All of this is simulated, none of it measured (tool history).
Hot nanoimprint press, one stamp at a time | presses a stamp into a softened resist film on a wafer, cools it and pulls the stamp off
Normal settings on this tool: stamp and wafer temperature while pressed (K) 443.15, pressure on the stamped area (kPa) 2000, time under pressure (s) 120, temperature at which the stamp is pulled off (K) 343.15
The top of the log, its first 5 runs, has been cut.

run     day  stamp and wafer temperature while pressed (K)  pressure on the stamped area (kPa)  time under pressure (s)  temperature at which the stamp is pulled off (K)  hours of work since the thermocouple was calibrated  imprints on the stamp's release coat  hours of work since the press's seals were changed  resist left under the stamp's widest pad (nm)  greatest force while the stamp is pulled off (N)
  6  12.688                                         443.15                                2000                      120                                            343.15                                                  279                                  1779                                                 430                                          178.9                                               186
  7  14.138                                         443.15                                2000                      120                                            343.15                                                  306                                  1951                                                 457                                          181.5                                               192
  8  17.329                                         443.15                                2000                      120                                            343.15                                                  365                                  2328                                                 516                                          184.3                                               211
     18.450  -- stamp cleaned and given a new release coat
  9  20.162                                         443.15                                2000                      120                                            343.15                                                  413                                   203                                                 563                                          184.9                                               140
     22.471  -- plate thermocouple calibrated
 10  22.654                                         443.15                                2000                      120                                            343.15                                                    3                                   482                                                 607                                          195.0                                               153
 11  24.917                                         443.15                                2000                      120                                            343.15                                                   45                                   749                                                 649                                          196.7                                               159
 12  27.212                                         443.15                                2000                      120                                            343.15                                                   88                                  1020                                                 692                                          199.5                                               169
     28.046  -- plate thermocouple calibrated, once more
 13  29.162                                         443.15                                1900                      120                                            343.15                                                   21                                  1235                                                 725                                          181.1                                               172
     30.892  -- press's hydraulic seals changed and the load cell set to zero
 14  32.779                                         443.15                                1900                      120                                            343.15                                                   81                                  1622                                                  35                                          178.0                                               176
 15  34.971                                         443.15                                2000                       84                                            343.15                                                  122                                  1881                                                  75                                          198.5                                               189
 16  37.850                                         443.15                                2610                       84                                            349.15                                                  175                                  2221                                                 129                                          174.6                                               170
     39.788  -- stamp cleaned and given a new release coat
 17  41.238                                         443.15                                2610                       94                                            342.15                                                  233                                   171                                                 187                                          172.5                                               139
 18  43.233                                         450.15                                2000                      104                                            342.15                                                  270                                   407                                                 224                                          141.9                                               147
 19  44.796                                         450.15                                2000                      104                                            342.15                                                  299                                   591                                                 253                                          141.1                                               152
 20  47.704                                         437.15                                2000                       99                                            343.15                                                  353                                   935                                                 306                                          249.6                                               161
 21  49.454                                         443.15                                2650                      120                                            343.15                                                  385                                  1141                                                 339                                          158.3                                               163
 22  52.008                                         443.15                                2650                      120                                            343.15                                                  433                                  1443                                                 386                                          160.5                                               182
     53.392  -- plate thermocouple calibrated
 23  53.783                                         443.15                                2010                       61                                            339.15                                                    7                                  1637                                                 417                                          219.3                                               193
 24  55.721                                         443.15                                1290                      107                                            339.15                                                   43                                  1866                                                 452                                          222.2                                               208
 25  58.362                                         443.15                                1290                      107                                            339.15                                                   92                                  2178                                                 501                                          224.9                                               218
 26  60.254                                         443.15                                1290                      107                                            339.15                                                  127                                  2401                                                 536                                          229.0                                               226
     60.779  -- stamp cleaned and given a new release coat
 27  62.379                                         453.15                                1870                      120                                            329.15                                                  162                                   189                                                 571                                          122.5                                               183
 28  63.746                                         453.15                                1870                      136                                            339.15                                                  187                                   350                                                 596                                          117.6                                               156
 29  66.929                                         453.15                                1870                      136                                            339.15                                                  246                                   726                                                 655                                          118.9                                               170
 30  68.904                                         443.15                                2000                      120                                            329.15                                                  282                                   959                                                 692                                          181.3                                               216

Predict each of these 4 candidate next runs independently; none follows another, all start after run 30:
  A  71.812                                         436.15                                2590                      159                                            343.15                                                  336                                  1303                                                 746                                              ?                                                 ?
  B  71.812                                         434.15                                2000                      120                                            343.15                                                  336                                  1303                                                 746                                              ?                                                 ?
  C  71.812                                         443.15                                2000                       76                                            343.15                                                  336                                  1303                                                 746                                              ?                                                 ?
  D  71.812                                         451.15                                2000                      120                                            329.15                                                  336                                  1303                                                 746                                              ?                                                 ?

run  resist left under the stamp's widest pad (nm)  greatest force while the stamp is pulled off (N)
  A                                          202.4                                               175
  B                                          267.3                                               174
  C                                          216.7                                               173
  D                                          131.7                                               220
What these runs would have given with no unlogged condition in the tool:
run  resist left under the stamp's widest pad (nm)  greatest force while the stamp is pulled off (N)
  A                                          186.3                                               130
  B                                          250.7                                               129
  C                                          202.1                                               129
  D                                          122.2                                               165
